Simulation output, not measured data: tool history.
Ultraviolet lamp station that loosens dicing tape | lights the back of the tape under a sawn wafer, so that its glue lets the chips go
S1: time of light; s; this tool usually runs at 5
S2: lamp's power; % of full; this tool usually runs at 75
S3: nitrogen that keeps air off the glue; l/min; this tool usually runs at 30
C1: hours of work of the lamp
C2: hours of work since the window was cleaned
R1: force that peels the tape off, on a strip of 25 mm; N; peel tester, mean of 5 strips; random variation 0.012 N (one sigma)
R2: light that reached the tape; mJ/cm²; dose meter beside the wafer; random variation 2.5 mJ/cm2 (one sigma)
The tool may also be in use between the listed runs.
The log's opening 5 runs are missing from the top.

run    hour  S1  S2  S3    C1   C2     R1   R2
  6   219.5   5  75  30   362  117  0.667  256
  7   277.9   5  64  30   400  155  1.013  215
  8   329.9   5  75  30   434  189  0.714  245
  9   367.7   4  75  30   459  214  1.157  196
 10   405.5   4  75  30   483  239  1.226  191
 11   460.7   4  75  30   519  275  1.192  194
 12   504.5   4  75  30   548  303  1.247  189
 13   553.8   4  75  11   580  336  2.033  186
 14   602.3   4  75  17   612  367  1.654  189
 15   669.3   4  75  17   656  411  1.748  185
 16   728.0   8  75  30   694  449  0.305  359
 17   795.5   5  64  30   738  493  1.301  186
 18   845.4   9  75  30   771  526  0.244  392
 19   913.7   7  75  30   815  571  0.484  295
 20   957.9   7  75  30   844  600  0.492  294
 21  1025.4   3  75  30   888  644  2.343  124
 22  1058.8   9  73  50   910  665  0.232  357
     1086.6  -- window cleaned of glue's vapour
 23  1121.2   4  69  30   951   23  1.535  171
 24  1175.1   6  84  13   986   58  0.798  309
 25  1227.8   6  84  13  1020   92  0.824  306
 26  1296.7   3  83  30  1065  137  1.848  144
 27  1325.6   5  94  30  1084  156  0.583  275

Expected results for the next run?
 28  1392.1   3  89  40  1127  199   ?   ?

R1: 1.596 N
R2: 156 mJ/cm²
Take away the tool's hidden state, keep the run-to-run variation as it was, and the same run would have given R1 0.963 N, R2 207 mJ/cm².
